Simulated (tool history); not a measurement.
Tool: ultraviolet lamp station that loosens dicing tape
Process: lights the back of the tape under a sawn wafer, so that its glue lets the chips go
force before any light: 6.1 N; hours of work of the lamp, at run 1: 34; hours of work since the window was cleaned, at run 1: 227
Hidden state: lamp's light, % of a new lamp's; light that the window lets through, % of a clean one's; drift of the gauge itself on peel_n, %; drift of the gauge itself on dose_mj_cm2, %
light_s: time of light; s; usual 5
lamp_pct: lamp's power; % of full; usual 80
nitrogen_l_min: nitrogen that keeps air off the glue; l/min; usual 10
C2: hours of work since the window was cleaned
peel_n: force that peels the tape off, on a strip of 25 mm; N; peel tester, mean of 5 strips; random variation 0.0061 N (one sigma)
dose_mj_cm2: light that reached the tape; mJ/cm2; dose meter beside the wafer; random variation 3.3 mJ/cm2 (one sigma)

{"run": 1, "day": 0.0, "light_s": 5, "lamp_pct": 80, "nitrogen_l_min": 10, "hours of work of the lamp": 34, "C2": 227, "peel_n": 0.196, "dose_mj_cm2": 481}
{"run": 2, "day": 1.038, "light_s": 5, "lamp_pct": 80, "nitrogen_l_min": 10, "hours of work of the lamp": 46, "C2": 239, "peel_n": 0.222, "dose_mj_cm2": 484}
{"run": 3, "day": 1.946, "light_s": 5, "lamp_pct": 80, "nitrogen_l_min": 10, "hours of work of the lamp": 56, "C2": 249, "peel_n": 0.229, "dose_mj_cm2": 472}
{"run": 4, "day": 3.283, "light_s": 5, "lamp_pct": 70, "nitrogen_l_min": 10, "hours of work of the lamp": 71, "C2": 264, "peel_n": 0.291, "dose_mj_cm2": 414}
{"run": 5, "day": 4.475, "light_s": 5, "lamp_pct": 70, "nitrogen_l_min": 10, "hours of work of the lamp": 84, "C2": 277, "peel_n": 0.309, "dose_mj_cm2": 409}
{"run": 6, "day": 5.425, "light_s": 5, "lamp_pct": 80, "nitrogen_l_min": 6, "hours of work of the lamp": 95, "C2": 288, "peel_n": 0.368, "dose_mj_cm2": 465}
{"run": 7, "day": 6.292, "light_s": 5, "lamp_pct": 80, "nitrogen_l_min": 6, "hours of work of the lamp": 104, "C2": 298, "peel_n": 0.379, "dose_mj_cm2": 467}
{"run": 8, "day": 7.479, "light_s": 2, "lamp_pct": 80, "nitrogen_l_min": 10, "hours of work of the lamp": 118, "C2": 311, "peel_n": 1.453, "dose_mj_cm2": 182}
{"day": 7.933, "done": "window cleaned of glue's vapour"}
{"run": 9, "day": 8.825, "light_s": 2, "lamp_pct": 80, "nitrogen_l_min": 10, "hours of work of the lamp": 133, "C2": 10, "peel_n": 1.562, "dose_mj_cm2": 174}
{"run": 10, "day": 10.404, "light_s": 2, "lamp_pct": 80, "nitrogen_l_min": 10, "hours of work of the lamp": 150, "C2": 28, "peel_n": 1.572, "dose_mj_cm2": 173}
{"run": 11, "day": 12.138, "light_s": 5, "lamp_pct": 80, "nitrogen_l_min": 10, "hours of work of the lamp": 170, "C2": 47, "peel_n": 0.3, "dose_mj_cm2": 426}
{"run": 12, "day": 13.612, "light_s": 5, "lamp_pct": 65, "nitrogen_l_min": 10, "hours of work of the lamp": 186, "C2": 64, "peel_n": 0.467, "dose_mj_cm2": 343}
{"day": 14.342, "done": "window cleaned of glue's vapour, once more"}
{"run": 13, "day": 14.925, "light_s": 5, "lamp_pct": 65, "nitrogen_l_min": 10, "hours of work of the lamp": 201, "C2": 7, "peel_n": 0.315, "dose_mj_cm2": 409}
{"run": 14, "day": 16.338, "light_s": 5, "lamp_pct": 65, "nitrogen_l_min": 10, "hours of work of the lamp": 217, "C2": 22, "peel_n": 0.313, "dose_mj_cm2": 409}
{"run": 15, "day": 17.567, "light_s": 3, "lamp_pct": 65, "nitrogen_l_min": 10, "hours of work of the lamp": 230, "C2": 36, "peel_n": 0.91, "dose_mj_cm2": 243}
{"run": 16, "day": 18.388, "light_s": 3, "lamp_pct": 65, "nitrogen_l_min": 10, "hours of work of the lamp": 240, "C2": 45, "peel_n": 0.912, "dose_mj_cm2": 241}
{"run": 17, "day": 19.738, "light_s": 5, "lamp_pct": 80, "nitrogen_l_min": 10, "hours of work of the lamp": 255, "C2": 60, "peel_n": 0.22, "dose_mj_cm2": 482}
{"run": 18, "day": 21.333, "light_s": 5, "lamp_pct": 80, "nitrogen_l_min": 10, "hours of work of the lamp": 273, "C2": 78, "peel_n": 0.22, "dose_mj_cm2": 484}
{"run": 19, "day": 22.162, "light_s": 5, "lamp_pct": 80, "nitrogen_l_min": 10, "hours of work of the lamp": 282, "C2": 88, "peel_n": 0.214, "dose_mj_cm2": 483}
{"run": 20, "day": 23.088, "light_s": 5, "lamp_pct": 80, "nitrogen_l_min": 10, "hours of work of the lamp": 292, "C2": 98, "peel_n": 0.224, "dose_mj_cm2": 484}
{"run": 21, "day": 24.579, "light_s": 6, "lamp_pct": 73, "nitrogen_l_min": 7, "hours of work of the lamp": 309, "C2": 115, "peel_n": 0.245, "dose_mj_cm2": 518}
{"run": 22, "day": 26.283, "light_s": 6, "lamp_pct": 73, "nitrogen_l_min": 7, "hours of work of the lamp": 328, "C2": 134, "peel_n": 0.26, "dose_mj_cm2": 517}
{"run": 23, "day": 27.596, "light_s": 7, "lamp_pct": 69, "nitrogen_l_min": 7, "hours of work of the lamp": 343, "C2": 149, "peel_n": 0.192, "dose_mj_cm2": 569}
{"run": 24, "day": 29.421, "light_s": 9, "lamp_pct": 87, "nitrogen_l_min": 7, "hours of work of the lamp": 363, "C2": 169, "peel_n": 0.111, "dose_mj_cm2": 910}
{"run": 25, "day": 30.996, "light_s": 9, "lamp_pct": 87, "nitrogen_l_min": 7, "hours of work of the lamp": 381, "C2": 187, "peel_n": 0.108, "dose_mj_cm2": 900}
{"run": 26, "day": 32.762, "light_s": 9, "lamp_pct": 87, "nitrogen_l_min": 7, "hours of work of the lamp": 401, "C2": 207, "peel_n": 0.113, "dose_mj_cm2": 886}
{"run": 27, "day": 34.517, "light_s": 4, "lamp_pct": 64, "nitrogen_l_min": 12, "hours of work of the lamp": 420, "C2": 226, "peel_n": 0.573, "dose_mj_cm2": 291}
{"run": 28, "day": 35.754, "light_s": 4, "lamp_pct": 64, "nitrogen_l_min": 12, "hours of work of the lamp": 434, "C2": 240, "peel_n": 0.575, "dose_mj_cm2": 284}
{"run": 29, "day": 37.375, "light_s": 3, "lamp_pct": 72, "nitrogen_l_min": 15, "hours of work of the lamp": 452, "C2": 258, "peel_n": 0.715, "dose_mj_cm2": 239}
{"run": 30, "day": 38.346, "light_s": 3, "lamp_pct": 72, "nitrogen_l_min": 15, "hours of work of the lamp": 463, "C2": 269, "peel_n": 0.712, "dose_mj_cm2": 233}
{"run": 31, "day": 39.308, "light_s": 3, "lamp_pct": 88, "nitrogen_l_min": 5, "hours of work of the lamp": 474, "C2": 280, "peel_n": 1.114, "dose_mj_cm2": 293}

The next listed run, before its measurement:
{"run": 32, "day": 40.362, "light_s": 3, "lamp_pct": 88, "nitrogen_l_min": 5, "hours of work of the lamp": 486, "C2": 292, "peel_n": "?", "dose_mj_cm2": "?"}

{"run 32": {"peel_n": 1.153, "dose_mj_cm2": 290}}
Without the tool's hidden state the same run would have given peel_n 0.811 N, dose_mj_cm2 355 mJ/cm2.
